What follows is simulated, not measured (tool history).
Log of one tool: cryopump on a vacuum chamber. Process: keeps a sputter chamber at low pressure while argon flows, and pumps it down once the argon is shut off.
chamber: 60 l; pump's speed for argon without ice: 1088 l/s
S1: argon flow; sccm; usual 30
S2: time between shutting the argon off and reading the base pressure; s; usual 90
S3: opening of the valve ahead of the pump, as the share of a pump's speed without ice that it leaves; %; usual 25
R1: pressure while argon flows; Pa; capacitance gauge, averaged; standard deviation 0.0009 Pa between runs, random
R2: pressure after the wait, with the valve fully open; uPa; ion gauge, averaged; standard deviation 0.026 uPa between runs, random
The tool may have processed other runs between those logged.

run,hour,S1,S2,S3,R1,R2
1,0,30,90,25,0.1878,3.26
2,14.2,30,90,25,0.1888,3.09
3,23.1,30,90,16,0.289,3.23
4,37,30,50,16,0.2956,3.93
5,45.6,30,50,16,0.2935,3.9
6,55.4,30,50,16,0.2947,3.88
7,64.9,30,34,20,0.2356,4.65
8,77.7,30,90,20,0.2366,3.33
9,86.8,32,90,25,0.2002,3.35
10,96,30,90,40,0.12,3.39
11,103.4,22,54,40,0.0861,3.87
12,113.9,18,86,40,0.0721,3.33

Predict each of these 4 candidate next runs independently; none follows another, all start after run 12:
A,121.5,22,132,18,?,?
B,121.5,21,158,56,?,?
C,121.5,26,86,33,?,?
D,121.5,20,86,27,?,?

run,R1,R2
A,0.1923,3.16
B,0.0607,2.96
C,0.1263,3.39
D,0.1182,3.35
Take away the tool's hidden state, keep each run's random variation, and the runs would have read:
run,R1,R2
A,0.1896,0.91
B,0.0581,0.78
C,0.1231,1.19
D,0.1158,1.18

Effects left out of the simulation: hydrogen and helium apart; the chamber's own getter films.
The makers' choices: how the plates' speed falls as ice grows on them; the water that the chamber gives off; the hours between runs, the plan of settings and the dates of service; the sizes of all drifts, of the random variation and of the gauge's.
